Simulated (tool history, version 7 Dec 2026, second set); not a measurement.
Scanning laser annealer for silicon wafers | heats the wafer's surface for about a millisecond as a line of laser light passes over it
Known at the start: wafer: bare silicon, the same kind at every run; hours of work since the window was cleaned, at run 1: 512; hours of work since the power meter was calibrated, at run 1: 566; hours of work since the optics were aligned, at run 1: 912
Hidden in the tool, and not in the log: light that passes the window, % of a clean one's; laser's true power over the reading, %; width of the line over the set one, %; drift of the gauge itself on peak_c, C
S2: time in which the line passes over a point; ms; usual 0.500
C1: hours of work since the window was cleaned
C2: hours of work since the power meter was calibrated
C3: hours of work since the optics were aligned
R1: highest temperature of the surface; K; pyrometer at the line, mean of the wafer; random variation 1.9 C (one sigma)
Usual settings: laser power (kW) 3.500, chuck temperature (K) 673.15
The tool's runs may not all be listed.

{"run": 1, "hour": 0.0, "laser power (kW)": 3.5, "S2": 0.5, "chuck temperature (K)": 673.15, "C1": 512, "C2": 566, "C3": 912, "R1": 1464.15}
{"hour": 14.8, "done": "optics aligned, line set to its width"}
{"run": 2, "hour": 15.6, "laser power (kW)": 3.5, "S2": 0.5, "chuck temperature (K)": 673.15, "C1": 520, "C2": 574, "C3": 1, "R1": 1490.15}
{"run": 3, "hour": 26.2, "laser power (kW)": 3.5, "S2": 0.5, "chuck temperature (K)": 673.15, "C1": 528, "C2": 582, "C3": 9, "R1": 1488.15}
{"run": 4, "hour": 41.8, "laser power (kW)": 3.5, "S2": 0.5, "chuck temperature (K)": 673.15, "C1": 540, "C2": 595, "C3": 21, "R1": 1486.15}
{"run": 5, "hour": 57.7, "laser power (kW)": 3.272, "S2": 0.5, "chuck temperature (K)": 673.15, "C1": 553, "C2": 607, "C3": 33, "R1": 1418.15}
{"run": 6, "hour": 73.1, "laser power (kW)": 3.272, "S2": 0.5, "chuck temperature (K)": 684.15, "C1": 564, "C2": 619, "C3": 45, "R1": 1430.15}
{"hour": 77.8, "done": "laser's power meter calibrated"}
{"run": 7, "hour": 93.4, "laser power (kW)": 3.272, "S2": 0.5, "chuck temperature (K)": 684.15, "C1": 578, "C2": 12, "C3": 58, "R1": 1428.15}
{"run": 8, "hour": 112.0, "laser power (kW)": 3.272, "S2": 0.5, "chuck temperature (K)": 684.15, "C1": 592, "C2": 26, "C3": 73, "R1": 1425.15}
{"hour": 118.6, "done": "laser's power meter calibrated, once more"}
{"run": 9, "hour": 134.7, "laser power (kW)": 3.5, "S2": 0.359, "chuck temperature (K)": 676.15, "C1": 607, "C2": 12, "C3": 88, "R1": 1355.15}
{"run": 10, "hour": 148.5, "laser power (kW)": 3.386, "S2": 0.494, "chuck temperature (K)": 708.15, "C1": 618, "C2": 23, "C3": 99, "R1": 1482.15}
{"run": 11, "hour": 160.9, "laser power (kW)": 3.742, "S2": 0.494, "chuck temperature (K)": 708.15, "C1": 628, "C2": 33, "C3": 108, "R1": 1589.15}
{"run": 12, "hour": 179.1, "laser power (kW)": 3.5, "S2": 0.54, "chuck temperature (K)": 698.15, "C1": 642, "C2": 47, "C3": 122, "R1": 1540.15}
{"run": 13, "hour": 192.8, "laser power (kW)": 3.5, "S2": 0.54, "chuck temperature (K)": 698.15, "C1": 652, "C2": 57, "C3": 133, "R1": 1543.15}
{"run": 14, "hour": 201.1, "laser power (kW)": 3.527, "S2": 0.394, "chuck temperature (K)": 673.15, "C1": 659, "C2": 64, "C3": 139, "R1": 1391.15}

The same runs without the tool's hidden state, with the same run-to-run variation:
run=1 R1=1508.15
run=2 R1=1512.15
run=3 R1=1511.15
run=4 R1=1510.15
run=5 R1=1441.15
run=6 R1=1453.15
run=7 R1=1452.15
run=8 R1=1450.15
run=9 R1=1378.15
run=10 R1=1508.15
run=11 R1=1619.15
run=12 R1=1571.15
run=13 R1=1574.15
run=14 R1=1418.15
